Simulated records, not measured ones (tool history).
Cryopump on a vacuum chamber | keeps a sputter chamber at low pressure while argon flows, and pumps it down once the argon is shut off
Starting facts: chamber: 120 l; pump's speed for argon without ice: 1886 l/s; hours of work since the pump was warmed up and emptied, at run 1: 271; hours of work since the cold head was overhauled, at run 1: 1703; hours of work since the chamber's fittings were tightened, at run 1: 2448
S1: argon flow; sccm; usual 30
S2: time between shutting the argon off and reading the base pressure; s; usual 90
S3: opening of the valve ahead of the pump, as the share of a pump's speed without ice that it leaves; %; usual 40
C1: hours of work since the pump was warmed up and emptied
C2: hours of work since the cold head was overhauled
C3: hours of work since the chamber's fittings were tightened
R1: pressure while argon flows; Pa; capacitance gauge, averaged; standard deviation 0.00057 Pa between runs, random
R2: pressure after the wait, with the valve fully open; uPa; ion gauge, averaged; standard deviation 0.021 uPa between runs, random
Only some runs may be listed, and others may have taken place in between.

run     day  S1  S2  S3   C1    C2    C3      R1    R2
  1       0  30  90  40  271  1703  2448  0.0744  1.48
  2   1.658  30  90  40  301  1732  2478  0.0767  1.51
      2.775  -- pump warmed up, emptied and cooled again
  3   5.692  30  90  40   52  1801  2546  0.0686  1.29
  4     7.7  30  90  40   88  1837  2582  0.0686  1.34
  5  11.517  30  90  40  156  1905  2651  0.0707  1.42
  6  13.917  30  90  40  199  1948  2694  0.0721  1.47
  7  17.454  30  90  40  263  2011  2757  0.0744  1.59
     18.371  -- leaking fittings of the chamber tightened, without venting
     20.808  -- pump warmed up, emptied and cooled again
  8  21.329  13  90  40    9  2075    49  0.0291  0.45
  9  24.825  13  90  33   72  2138   112  0.0355  0.46
 10  27.346  30  90  40  117  2183   157  0.0708  0.52
 11  30.471  30  90  40  173  2239   213  0.0718  0.52
 12  33.858  30  90  40  234  2299   273  0.0743   0.6
 13  36.983  30  90  40  289  2355   329  0.0767  0.65
     38.854  -- pump warmed up, emptied and cooled again
 14  38.933  30  90  40    1  2387   360  0.0671  0.54
 15  41.325  30  90  15   44  2429   403  0.1805  0.57
 16  43.912  30  90  17   91  2476   450  0.1597  0.61
 17  47.283  30  92  40  151  2536   510  0.0723  0.58
 18  49.867  53  69  23  197  2582   556  0.2144  0.74

What does the tool deliver on the next run?
 19  52.446  53  72  20  243  2628  602   ?   ?

R1: 0.2485 Pa
R2: 0.77 uPa
If the tool had no hidden condition, the same run with the same run-to-run variation would have returned R1 0.2363 Pa, R2 0.47 uPa.

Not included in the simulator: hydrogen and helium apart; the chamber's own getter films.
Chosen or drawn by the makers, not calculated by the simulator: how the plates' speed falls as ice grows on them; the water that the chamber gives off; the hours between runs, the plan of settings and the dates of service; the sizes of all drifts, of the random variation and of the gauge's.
